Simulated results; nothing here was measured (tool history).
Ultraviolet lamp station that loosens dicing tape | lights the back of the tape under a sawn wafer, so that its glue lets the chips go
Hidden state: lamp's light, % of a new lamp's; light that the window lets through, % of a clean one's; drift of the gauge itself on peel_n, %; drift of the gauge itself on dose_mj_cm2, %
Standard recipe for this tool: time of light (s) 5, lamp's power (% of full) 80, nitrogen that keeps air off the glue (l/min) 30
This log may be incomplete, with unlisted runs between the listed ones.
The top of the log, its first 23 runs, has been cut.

run    hour  time of light (s)  lamp's power (% of full)  nitrogen that keeps air off the glue (l/min)  hours of work of the lamp  hours of work since the window was cleaned  force that peels the tape off (N)  light that reached the tape (mJ/cm2)
      768.2  -- lamp changed
 24   775.2                  3                        65                                            54                          3                                          70                              1.180                                   177
 25   823.1                  3                        70                                            27                         23                                          90                              1.706                                   191
 26   868.0                  5                        68                                            30                         42                                         109                              0.575                                   304
 27   905.3                  2                        73                                            23                         58                                         125                              3.424                                   127
 28   951.8                  5                        62                                            30                         78                                         145                              0.772                                   266
 29   986.5                  5                        62                                            30                         92                                         159                              0.813                                   263
 30  1019.7                  2                        61                                            54                        106                                         173                              2.953                                   101
 31  1048.0                  7                        87                                            51                        118                                         185                              0.220                                   508
 32  1070.9                  2                        65                                            12                        128                                         195                              5.080                                   107
 33  1115.5                  2                        78                                            19                        147                                         214                              3.740                                   126
 34  1159.8                  5                        80                                            31                        165                                         233                              0.511                                   319
 35  1200.3                  5                        80                                            31                        183                                         250                              0.546                                   317
 36  1224.6                  5                        68                                            21                        193                                         260                              1.132                                   261
 37  1249.2                  2                        80                                            10                        203                                         270                              4.978                                   124
 38  1294.4                  5                        80                                            24                        222                                         289                              0.725                                   300
 39  1336.4                  5                        80                                            24                        240                                         307                              0.797                                   293
 40  1383.9                  3                        97                                            30                        260                                         327                              1.289                                   213
 41  1403.2                  3                        97                                            30                        268                                         335                              1.337                                   209
 42  1429.6                  3                        97                                            30                        280                                         347                              1.303                                   205

Below are 5 alternative next runs, each starting from the tool's condition after run 42. Predict each:
  A  1468.5                  3                        97                                            30                        296                                         363                                  ?                                     ?
  B  1468.5                  5                        80                                            28                        296                                         363                                  ?                                     ?
  C  1468.5                  9                        78                                            19                        296                                         363                                  ?                                     ?
  D  1468.5                  3                        61                                            15                        296                                         363                                  ?                                     ?
  E  1468.5                  3                        97                                            15                        296                                         363                                  ?                                     ?

run  force that peels the tape off (N)  light that reached the tape (mJ/cm2)
  A                              1.386                                   203
  B                              0.783                                   274
  C                              0.344                                   493
  D                              4.051                                   132
  E                              2.258                                   202
Had the tool no hidden state, the same runs would have come out as:
run  force that peels the tape off (N)  light that reached the tape (mJ/cm2)
  A                              0.723                                   279
  B                              0.405                                   378
  C                              0.239                                   674
  D                              2.801                                   180
  E                              1.308                                   277

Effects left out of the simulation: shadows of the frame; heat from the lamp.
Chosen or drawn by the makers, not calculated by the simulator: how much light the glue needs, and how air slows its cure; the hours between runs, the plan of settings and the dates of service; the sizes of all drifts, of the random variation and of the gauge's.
